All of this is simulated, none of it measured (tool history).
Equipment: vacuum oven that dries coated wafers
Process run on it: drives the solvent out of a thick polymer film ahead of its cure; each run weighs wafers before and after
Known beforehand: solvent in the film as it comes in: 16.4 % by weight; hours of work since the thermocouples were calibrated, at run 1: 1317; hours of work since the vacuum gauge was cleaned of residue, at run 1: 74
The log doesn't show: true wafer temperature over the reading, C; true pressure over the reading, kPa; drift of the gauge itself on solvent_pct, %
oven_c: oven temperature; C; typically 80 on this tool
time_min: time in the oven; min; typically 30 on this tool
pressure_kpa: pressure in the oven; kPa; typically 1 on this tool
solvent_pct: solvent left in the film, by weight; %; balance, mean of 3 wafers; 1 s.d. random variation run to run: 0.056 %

run	day	oven_c	time_min	pressure_kpa	hours of work since the thermocouples were calibrated	hours of work since the vacuum gauge was cleaned of residue	solvent_pct
1	0.000	80	30	1	1317	74	2.16
2	0.554	80	28	1	1323	80	2.45
3	0.971	80	30	1	1327	84	2.30
4	1.321	80	30	1	1331	88	2.28
5	1.612	80	30	2	1334	91	4.18
6	1.925	80	30	2	1337	94	4.20
7	2.346	80	20	2	1341	98	4.76

What does the tool deliver on the next run?
8	2.696	80	20	2	1345	102	?

solvent_pct: 4.81 %
If the tool had no hidden condition, the same run with the same run-to-run variation would have returned solvent_pct 5.15 %.
